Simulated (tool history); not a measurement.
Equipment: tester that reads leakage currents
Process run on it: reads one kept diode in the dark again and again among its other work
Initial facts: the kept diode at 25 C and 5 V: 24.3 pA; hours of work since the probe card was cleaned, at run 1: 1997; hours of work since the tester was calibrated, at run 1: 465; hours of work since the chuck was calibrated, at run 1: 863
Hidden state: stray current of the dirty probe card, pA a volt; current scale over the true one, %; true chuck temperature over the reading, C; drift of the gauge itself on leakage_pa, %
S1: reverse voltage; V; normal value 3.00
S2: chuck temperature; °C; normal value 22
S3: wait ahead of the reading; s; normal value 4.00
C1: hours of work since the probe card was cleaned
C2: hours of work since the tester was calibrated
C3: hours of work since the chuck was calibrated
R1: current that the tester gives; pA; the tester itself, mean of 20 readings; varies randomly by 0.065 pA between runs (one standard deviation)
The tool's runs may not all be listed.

run,hour,S1,S2,S3,C1,C2,C3,R1
1,0.0,3.00,22,4.00,1997,465,863,16.82
2,21.0,3.00,22,4.00,2009,477,875,16.93
3,45.9,3.00,22,4.00,2023,491,889,16.83
4,70.8,3.00,24,4.00,2037,505,903,19.36
5,98.6,3.00,24,4.00,2053,521,919,19.27
6,132.0,3.00,24,4.00,2071,540,938,19.41
# hour 163.3: probe card cleaned and baked
7,164.5,3.00,24,4.00,1,556,955,14.45
8,201.3,3.34,22,4.00,21,577,975,13.15
9,238.1,3.00,32,4.00,42,598,996,28.70
10,267.7,3.00,22,0.99,59,614,1013,12.76
11,300.9,3.00,22,0.99,78,633,1031,12.77
12,320.9,3.00,22,4.00,89,644,1043,12.45
13,344.8,3.00,22,4.00,102,658,1056,12.36
# hour 354.6: chuck's temperature calibrated
14,376.9,3.00,22,4.00,119,675,13,14.36
15,410.4,3.00,22,4.00,138,694,31,14.17
16,443.4,3.00,22,4.00,157,712,50,14.29
17,477.2,3.00,26,0.31,176,731,69,22.15
18,504.8,3.00,26,0.31,191,747,85,22.08
19,534.2,3.00,44,0.32,208,764,101,86.74
20,564.6,3.00,44,0.32,225,781,118,86.97
21,603.6,6.79,34,1.38,247,803,140,63.61
22,623.8,8.08,20,6.72,258,814,152,22.10
23,664.5,2.88,59,1.20,281,837,175,246.90
24,700.8,1.59,22,4.12,302,857,195,9.58
25,728.1,1.05,41,1.49,317,873,211,35.47
26,756.6,3.00,55,0.32,333,889,227,191.34
27,782.5,3.00,55,0.32,348,903,241,191.80
28,806.9,3.59,23,1.71,362,917,255,17.63
29,826.9,3.59,23,1.71,373,929,266,17.65
30,857.7,3.59,23,1.71,390,946,284,17.61
31,884.2,3.59,23,1.71,405,961,299,17.58
32,912.3,3.59,23,1.71,421,977,314,17.55

Some steps in R1 between neighbouring runs. How much of each would the tool show without its hidden state too (settings, what came in, random variation), and how much is left for the hidden state, with any gauge scatter that isn't in both results?
Run 22 -> 23: S1 8.08 -> 2.88, S2 20 -> 59, S3 6.72 -> 1.20. R1 +224.80 pA: hidden state -6.29, all else +231.09.
Run 23 -> 24: S1 2.88 -> 1.59, S2 59 -> 22, S3 1.20 -> 4.12. R1 -237.32 pA: hidden state +5.32, all else -242.64.
Run 27 -> 28: S1 3.00 -> 3.59, S2 55 -> 23, S3 0.32 -> 1.71. R1 -174.17 pA: hidden state +5.75, all else -179.92.
